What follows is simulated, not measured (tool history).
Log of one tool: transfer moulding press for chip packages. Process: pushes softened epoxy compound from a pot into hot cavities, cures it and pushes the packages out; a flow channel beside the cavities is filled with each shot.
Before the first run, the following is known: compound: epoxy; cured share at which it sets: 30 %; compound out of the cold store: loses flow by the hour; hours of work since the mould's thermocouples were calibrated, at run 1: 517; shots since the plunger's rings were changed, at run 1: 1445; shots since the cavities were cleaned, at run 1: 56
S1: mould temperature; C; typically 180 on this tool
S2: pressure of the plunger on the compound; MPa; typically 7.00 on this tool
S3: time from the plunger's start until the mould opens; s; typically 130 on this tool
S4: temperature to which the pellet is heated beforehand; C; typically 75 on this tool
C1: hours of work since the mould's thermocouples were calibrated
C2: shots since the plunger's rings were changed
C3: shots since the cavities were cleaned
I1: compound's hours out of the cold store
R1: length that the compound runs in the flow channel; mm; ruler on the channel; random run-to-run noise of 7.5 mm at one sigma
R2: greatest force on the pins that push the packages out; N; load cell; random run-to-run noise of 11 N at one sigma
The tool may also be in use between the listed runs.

run,hour,S1,S2,S3,S4,C1,C2,C3,I1,R1,R2
1,0.0,180,7.00,130,75,517,1445,56,47.8,725,524
2,11.8,180,7.00,130,82,527,1588,199,15.4,893,581
3,21.9,180,7.00,130,82,535,1710,321,31.5,801,584
4,38.5,180,7.00,130,82,548,1910,521,11.1,906,657
5,51.2,180,7.00,130,82,558,2064,675,15.1,889,686
# hour 54.8: cavities cleaned with cleaning compound and waxed
6,62.9,180,7.00,130,82,566,2187,98,39.1,757,550
7,70.8,180,7.94,130,82,572,2283,194,34.4,823,562
8,81.3,180,7.00,132,75,580,2410,321,14.4,875,622
9,98.2,180,7.00,132,75,593,2614,525,9.6,917,698
10,111.5,180,7.00,132,75,604,2775,686,23.1,824,694
# hour 114.6: cavities cleaned with cleaning compound and waxed
11,121.4,180,7.00,132,75,610,2876,82,37.5,753,515
12,134.0,180,7.00,132,75,620,3028,234,13.5,869,599
13,146.8,180,7.00,132,75,630,3183,389,35.1,766,623
14,160.4,180,7.00,123,75,641,3347,553,31.6,775,723

The next listed run, before its measurement:
# hour 173.6: cavities cleaned with cleaning compound and waxed
15,176.7,180,7.00,123,75,653,3526,36,35.5,?,?

R1: 751 mm
R2: 548 N
Take away the tool's hidden state, keep the run-to-run variation as it was, and the same run would have given R1 811 mm, R2 508 N.
